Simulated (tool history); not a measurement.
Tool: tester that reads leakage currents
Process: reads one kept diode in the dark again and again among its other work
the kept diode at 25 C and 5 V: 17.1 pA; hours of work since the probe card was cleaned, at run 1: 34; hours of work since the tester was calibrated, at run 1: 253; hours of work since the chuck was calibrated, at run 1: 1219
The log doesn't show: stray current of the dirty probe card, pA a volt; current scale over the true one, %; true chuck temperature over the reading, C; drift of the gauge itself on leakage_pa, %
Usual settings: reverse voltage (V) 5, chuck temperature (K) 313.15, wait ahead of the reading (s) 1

| run | hour | reverse voltage (V) | chuck temperature (K) | wait ahead of the reading (s) | hours of work since the probe card was cleaned | hours of work since the tester was calibrated | hours of work since the chuck was calibrated | current that the tester gives (pA) |
|---|---|---|---|---|---|---|---|---|
| 1 | 0 | 5 | 313.15 | 1 | 34 | 253 | 1219 | 46.23 |
| 2 | 25.2 | 5 | 313.15 | 1 | 46 | 266 | 1232 | 46.4 |
|  | 38.4 | chuck's temperature calibrated |
| 3 | 52.9 | 5 | 313.15 | 1 | 59 | 278 | 7 | 49.38 |
| 4 | 69.5 | 5 | 313.15 | 1 | 67 | 287 | 16 | 49.24 |
| 5 | 95.8 | 5 | 313.15 | 1 | 81 | 300 | 29 | 49.46 |
| 6 | 120.1 | 5 | 313.15 | 1 | 93 | 312 | 41 | 49.24 |
|  | 124.9 | probe card cleaned and baked |
| 7 | 135.5 | 5 | 308.15 | 1 | 5 | 318 | 47 | 36.27 |
| 8 | 161 | 7.58 | 320.15 | 0.87 | 18 | 331 | 60 | 94.72 |
| 9 | 178.8 | 6.55 | 313.15 | 0.77 | 27 | 340 | 69 | 57.39 |
| 10 | 199.8 | 6.55 | 313.15 | 0.77 | 38 | 351 | 80 | 57.58 |
|  | 217.8 | probe card cleaned and baked, once more |
| 11 | 218.7 | 9.93 | 294.15 | 0.87 | 0 | 359 | 88 | 19.47 |

How the hidden state differs across the entries between the runs, from the last listed run before each to the first after it:
Between runs 2 and 3: chuck's temperature calibrated (hour 38.4)
  stray current of the dirty probe card, pA a volt: 0.109 -> 0.13; true chuck temperature over the reading, C: -1.08 -> -0.17
  measured less the result without the state, current that the tester gives (pA): -2.85 -> +0.03
Between runs 6 and 7: probe card cleaned and baked (hour 124.9)
  stray current of the dirty probe card, pA a volt: 0.197 -> 0.263; true chuck temperature over the reading, C: -0.2 -> -0.21
  measured less the result without the state, current that the tester gives (pA): +0.27 -> +0.75
Between runs 10 and 11: probe card cleaned and baked, once more (hour 217.8)
  stray current of the dirty probe card, pA a volt: 0.327 -> 0.024; true chuck temperature over the reading, C: -0.24 -> -0.25
  measured less the result without the state, current that the tester gives (pA): +1.18 -> -0.27

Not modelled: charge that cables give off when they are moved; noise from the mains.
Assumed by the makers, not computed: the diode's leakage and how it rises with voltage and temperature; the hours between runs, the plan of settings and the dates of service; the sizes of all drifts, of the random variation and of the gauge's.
